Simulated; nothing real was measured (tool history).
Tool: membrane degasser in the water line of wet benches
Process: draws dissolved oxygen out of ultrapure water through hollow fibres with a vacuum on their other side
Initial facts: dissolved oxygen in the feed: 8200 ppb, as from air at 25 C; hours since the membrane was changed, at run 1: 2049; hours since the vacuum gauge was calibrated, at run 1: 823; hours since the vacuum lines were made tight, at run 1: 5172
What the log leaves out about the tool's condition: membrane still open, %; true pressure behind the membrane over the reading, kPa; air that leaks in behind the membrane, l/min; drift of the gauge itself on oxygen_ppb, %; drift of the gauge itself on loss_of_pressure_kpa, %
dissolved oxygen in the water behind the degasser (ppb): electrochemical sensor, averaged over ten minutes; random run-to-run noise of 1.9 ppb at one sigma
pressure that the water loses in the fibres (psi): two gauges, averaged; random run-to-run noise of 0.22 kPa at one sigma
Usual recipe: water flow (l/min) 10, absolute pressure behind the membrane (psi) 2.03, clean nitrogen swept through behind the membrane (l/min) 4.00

run	hour	water flow (l/min)	absolute pressure behind the membrane (psi)	clean nitrogen swept through behind the membrane (l/min)	hours since the membrane was changed	hours since the vacuum gauge was calibrated	hours since the vacuum lines were made tight	dissolved oxygen in the water behind the degasser (ppb)	pressure that the water loses in the fibres (psi)
1	0.0	10	2.03	4.00	2049	823	5172	187.4	7.693
2	166.8	10	2.03	4.00	2216	990	5339	193.9	7.760
3	332.1	10	2.39	4.00	2382	1155	5504	200.4	7.731
4	548.9	10	2.39	2.37	2598	1372	5721	250.7	7.748
5	654.5	10	2.39	2.37	2704	1477	5826	252.5	7.735
6	779.6	10	1.48	4.00	2829	1602	5951	163.2	7.706
7	884.2	10	1.48	4.00	2934	1707	6056	164.2	7.659
8	996.5	10	1.48	4.00	3046	1819	6168	163.0	7.741
9	1202.5	10	2.03	4.00	3252	2025	6374	187.1	7.736
10	1423.8	10	2.03	4.00	3473	2247	6596	188.6	7.745
11	1557.1	10	2.03	4.00	3607	2380	6729	185.5	7.696
12	1701.4	10	2.03	4.00	3751	2524	6873	188.0	7.703
13	1924.2	10	2.03	1.93	3974	2747	7096	253.0	7.667
# hour 1943.5: seals of the vacuum lines changed
14	2128.5	10	2.03	1.93	4176	2949	185	250.9	7.706
# hour 2234.6: vacuum gauge calibrated
15	2279.5	10	2.03	1.93	4326	45	335	251.2	7.639
16	2507.2	10	2.03	1.93	4554	273	563	250.1	7.649
17	2622.3	10	2.03	1.93	4669	388	678	255.3	7.665
18	2742.4	9	1.39	11.81	4789	508	798	96.5	6.907
19	2970.8	10	3.71	2.16	5018	736	1027	359.8	7.674
20	3117.0	13	2.03	8.42	5164	882	1173	305.3	9.935
21	3277.1	15	1.71	1.77	5324	1043	1333	550.9	11.464
22	3484.8	10	3.19	9.05	5532	1250	1541	172.9	7.610
23	3659.7	15	2.35	2.80	5707	1425	1716	529.0	11.462
24	3811.1	15	1.41	1.82	5858	1577	1867	504.1	11.412
25	3915.5	12	1.60	4.00	5962	1681	1971	265.1	9.150
26	4056.4	11	1.58	4.00	6103	1822	2112	212.7	8.351
27	4202.8	7	4.48	4.00	6250	1968	2259	152.5	5.352
28	4331.3	8	2.03	5.46	6378	2097	2387	94.7	6.089
29	4457.9	6	2.03	2.24	6505	2223	2514	86.5	4.589
30	4666.2	13	5.03	2.36	6713	2432	2722	646.7	9.826
31	4881.2	10	4.26	3.33	6928	2647	2937	308.1	7.561

Below are 4 alternative next runs, each starting from the tool's condition after run 31. Predict each:
A	5116.7	13	2.03	4.00	7164	2882	3173	?	?
B	5116.7	10	4.67	3.33	7164	2882	3173	?	?
C	5116.7	6	3.38	2.08	7164	2882	3173	?	?
D	5116.7	10	4.77	3.33	7164	2882	3173	?	?

run	dissolved oxygen in the water behind the degasser (ppb)	pressure that the water loses in the fibres (psi)
A	345.1	9.812
B	323.6	7.545
C	157.8	4.572
D	334.6	7.600
Without the tool's unlogged condition, the same runs would have read:
run	dissolved oxygen in the water behind the degasser (ppb)	pressure that the water loses in the fibres (psi)
A	344.6	10.051
B	323.3	7.729
C	157.7	4.682
D	334.3	7.784

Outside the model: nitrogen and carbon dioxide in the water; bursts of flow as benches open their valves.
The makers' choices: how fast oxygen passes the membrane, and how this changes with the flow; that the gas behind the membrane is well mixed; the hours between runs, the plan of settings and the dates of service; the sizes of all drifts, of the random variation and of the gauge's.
